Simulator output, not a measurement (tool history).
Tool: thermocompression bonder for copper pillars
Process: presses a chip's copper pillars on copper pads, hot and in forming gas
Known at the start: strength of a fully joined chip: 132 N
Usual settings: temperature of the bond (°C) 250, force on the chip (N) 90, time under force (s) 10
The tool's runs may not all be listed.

run	hour	temperature of the bond (°C)	force on the chip (N)	time under force (s)	force that shears a chip off (N)
1	0	250	90	10	58.6
2	8.6	250	90	10	61
3	22.7	250	90	10	59.1
4	35.1	250	90	10	59.1
5	41.8	250	90	10	58.5
6	55.3	250	55	10	37
7	64.2	250	55	10	37.1
8	78.1	250	55	10	37.6
9	88.8	250	55	10	41.2
10	95	250	55	10	41.4
11	104	250	90	10	65
12	110.4	250	101	10	69.6
13	118.6	250	101	10	69.6
14	127.2	250	101	10	69.4
15	134.9	250	101	10	69.5
16	148.7	250	101	10	67.3
17	162.1	250	101	10	65.2
18	172	250	101	10	67.5
19	186.6	250	90	10	60.1
20	200.2	250	90	10	59.1
21	206.5	250	90	10	59.6
22	216.6	250	103	10	65.8
23	222.8	258	61	11	47.6
24	232.3	272	128	11	97.6
25	246.9	272	128	11	93.6
26	258.1	254	60	6	33
27	269.7	254	60	6	33.2
28	283	254	58	6	31.9
29	297.2	250	72	10	51.7
30	304.9	274	69	26	88.7
31	312.5	278	62	23	83.2
32	322.2	250	130	8	75.7
33	337.3	241	104	12	65
34	346.9	241	104	12	64.9
35	353.4	241	104	12	65.4
36	366.9	267	104	7	74.9
37	382.1	237	65	8	31.7
38	396.4	237	65	8	32.2
39	407.2	246	109	8	58.1

Not shown: 2 entries that the log had between the listed runs. Between which runs, and how does the tool's hidden state differ before and after?
Between runs 8 and 9: forming gas filter changed (hour 79.4)
  true temperature of the bond over the reading, C: -0.4 -> -0.5; oxide that the forming gas leaves, % of the face: 12.15 -> 1.04
  measured less the result without the state, force that shears a chip off (N): -6.1 -> -1.5
Between runs 28 and 29: forming gas filter changed (hour 291)
  true temperature of the bond over the reading, C: -2.3 -> -2.4; force that reaches the chip, % of what is set: 96.9 -> 96.8; oxide that the forming gas leaves, % of the face: 11.74 -> 0.9
  measured less the result without the state, force that shears a chip off (N): -6.7 -> -3.7

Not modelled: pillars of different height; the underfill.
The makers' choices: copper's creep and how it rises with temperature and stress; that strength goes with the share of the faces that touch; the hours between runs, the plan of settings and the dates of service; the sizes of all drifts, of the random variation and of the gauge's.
